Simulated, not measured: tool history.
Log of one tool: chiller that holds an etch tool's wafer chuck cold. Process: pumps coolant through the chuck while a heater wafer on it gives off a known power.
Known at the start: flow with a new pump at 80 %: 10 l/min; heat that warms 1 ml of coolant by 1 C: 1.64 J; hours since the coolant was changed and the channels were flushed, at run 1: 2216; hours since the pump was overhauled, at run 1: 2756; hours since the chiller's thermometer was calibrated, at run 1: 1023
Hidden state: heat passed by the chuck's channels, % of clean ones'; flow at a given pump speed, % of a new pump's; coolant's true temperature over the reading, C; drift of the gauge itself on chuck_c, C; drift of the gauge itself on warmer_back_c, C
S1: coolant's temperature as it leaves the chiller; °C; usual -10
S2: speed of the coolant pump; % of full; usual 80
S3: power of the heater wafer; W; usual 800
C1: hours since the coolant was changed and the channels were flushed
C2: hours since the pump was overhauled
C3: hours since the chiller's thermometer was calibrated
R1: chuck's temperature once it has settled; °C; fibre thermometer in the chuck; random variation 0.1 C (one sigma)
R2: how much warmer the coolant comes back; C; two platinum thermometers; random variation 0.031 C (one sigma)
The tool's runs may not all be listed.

Run 1, hour 0.0: usual settings; C1 2216; C2 2756; C3 1023. Result: R1 0.6 °C, R2 3.05 C.
Run 2, hour 64.9: usual settings but S1 -13 °C; C1 2281; C2 2821; C3 1087. Result: R1 -2.3 °C, R2 2.99 C.
Run 3, hour 113.5: usual settings but S1 -13 °C; C1 2329; C2 2870; C3 1136. Result: R1 -2.3 °C, R2 3.00 C.
Run 4, hour 189.1: usual settings but S1 -13 °C; C1 2405; C2 2945; C3 1212. Result: R1 -2.3 °C, R2 3.02 C.
Run 5, hour 236.6: usual settings but S3 699 W; C1 2453; C2 2993; C3 1259. Result: R1 -0.7 °C, R2 2.65 C.
Run 6, hour 314.3: usual settings but S3 699 W; C1 2530; C2 3071; C3 1337. Result: R1 -0.5 °C, R2 2.65 C.
Run 7, hour 371.5: usual settings; C1 2587; C2 3128; C3 1394. Result: R1 0.8 °C, R2 3.04 C.
Run 8, hour 423.4: usual settings; C1 2639; C2 3180; C3 1446. Result: R1 0.8 °C, R2 3.03 C.
Run 9, hour 475.5: usual settings; C1 2691; C2 3232; C3 1498. Result: R1 0.8 °C, R2 3.10 C.
Run 10, hour 514.8: usual settings; C1 2731; C2 3271; C3 1537. Result: R1 0.9 °C, R2 3.00 C.
Run 11, hour 585.3: usual settings; C1 2801; C2 3342; C3 1608. Result: R1 1.0 °C, R2 3.01 C.
Run 12, hour 662.9: usual settings but S3 434 W; C1 2879; C2 3419; C3 1686. Result: R1 -4.0 °C, R2 1.64 C.
Run 13, hour 705.3: usual settings; C1 2921; C2 3462; C3 1728. Result: R1 0.9 °C, R2 3.10 C.
Run 14, hour 786.9: usual settings; C1 3003; C2 3543; C3 1810. Result: R1 1.0 °C, R2 3.05 C.
Run 15, hour 851.1: usual settings but S3 961 W; C1 3067; C2 3607; C3 1874. Result: R1 3.2 °C, R2 3.71 C.
Run 16, hour 894.6: usual settings but S3 961 W; C1 3110; C2 3651; C3 1917. Result: R1 3.2 °C, R2 3.69 C.
Run 17, hour 967.2: usual settings but S3 961 W; C1 3183; C2 3723; C3 1990. Result: R1 3.2 °C, R2 3.78 C.
Run 18, hour 1014.0: usual settings but S3 961 W; C1 3230; C2 3770; C3 2037. Result: R1 3.4 °C, R2 3.69 C.
Run 19, hour 1090.1: usual settings but S3 961 W; C1 3306; C2 3846; C3 2113. Result: R1 3.3 °C, R2 3.70 C.
Run 20, hour 1129.7: usual settings but S3 961 W; C1 3346; C2 3886; C3 2152. Result: R1 3.4 °C, R2 3.71 C.
Run 21, hour 1208.2: usual settings but S2 90 % of full; C1 3424; C2 3965; C3 2231. Result: R1 0.1 °C, R2 2.73 C.
Run 22, hour 1292.8: usual settings but S2 90 % of full; C1 3509; C2 4049; C3 2315. Result: R1 0.0 °C, R2 2.67 C.
Run 23, hour 1383.5: usual settings but S1 -3 °C, S2 90 % of full, S3 431 W; C1 3599; C2 4140; C3 2406. Result: R1 2.7 °C, R2 1.43 C.
Run 24, hour 1453.5: usual settings but S1 -7 °C, S2 70 % of full, S3 765 W; C1 3669; C2 4210; C3 2476. Result: R1 4.9 °C, R2 3.45 C.
Run 25, hour 1521.0: usual settings but S1 -9 °C, S2 63 % of full, S3 1013 W; C1 3737; C2 4277; C3 2544. Result: R1 8.0 °C, R2 5.15 C.
Run 26, hour 1590.8: usual settings but S1 -1 °C, S3 531 W; C1 3807; C2 4347; C3 2613. Result: R1 6.5 °C, R2 2.02 C.

The next listed run, before its measurement:
Run 27, hour 1641.6: usual settings but S1 -19 °C, S3 433 W; C1 3857; C2 4398; C3 2664. Result: R1 ?, R2 ?.

{"run 27": {"R1": -12.9, "R2": 1.68}}
Without the tool's hidden state the same run would have given R1 -13.6 °C, R2 1.59 C.
